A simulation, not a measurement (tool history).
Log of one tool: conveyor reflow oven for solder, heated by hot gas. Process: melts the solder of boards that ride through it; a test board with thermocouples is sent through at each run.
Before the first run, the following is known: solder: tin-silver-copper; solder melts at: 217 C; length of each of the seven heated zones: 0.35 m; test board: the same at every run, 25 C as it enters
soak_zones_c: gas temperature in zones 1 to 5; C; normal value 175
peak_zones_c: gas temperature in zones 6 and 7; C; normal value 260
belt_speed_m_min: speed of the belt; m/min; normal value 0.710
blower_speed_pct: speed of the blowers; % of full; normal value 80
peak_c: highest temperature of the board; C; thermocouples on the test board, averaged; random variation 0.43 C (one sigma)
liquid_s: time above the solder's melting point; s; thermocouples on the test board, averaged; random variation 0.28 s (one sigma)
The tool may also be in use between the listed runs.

run	day	soak_zones_c	peak_zones_c	belt_speed_m_min	blower_speed_pct	peak_c	liquid_s
1	0.000	175	260	0.710	80	248.8	43.5
# day 2.212: flux residue cleaned out of gas plates and filters
2	3.288	175	260	0.710	80	248.9	43.2
3	5.638	175	260	0.681	80	249.8	46.5
4	8.717	175	260	0.710	80	249.2	43.3
5	10.550	180	260	0.710	80	249.7	45.6
6	13.267	180	252	0.710	59	239.9	37.5
7	15.175	180	252	0.710	59	239.5	37.7
# day 16.342: flux residue cleaned out of gas plates and filters
8	17.196	169	253	0.598	70	243.8	48.2
9	19.504	180	257	0.828	80	243.1	34.9
10	22.325	190	257	0.828	78	244.1	38.5

Here are 3 independent what-if runs from the current tool condition. What would each one return?
A	24.242	180	257	0.828	78	?	?
B	24.242	182	271	0.828	58	?	?
C	24.242	190	268	0.802	78	?	?

run	peak_c	liquid_s
A	242.6	34.0
B	251.6	38.3
C	255.0	44.6
The same runs, with their run-to-run variation unchanged, on a tool lacking any hidden condition would have given:
run	peak_c	liquid_s
A	242.5	34.0
B	251.5	38.2
C	254.9	44.6
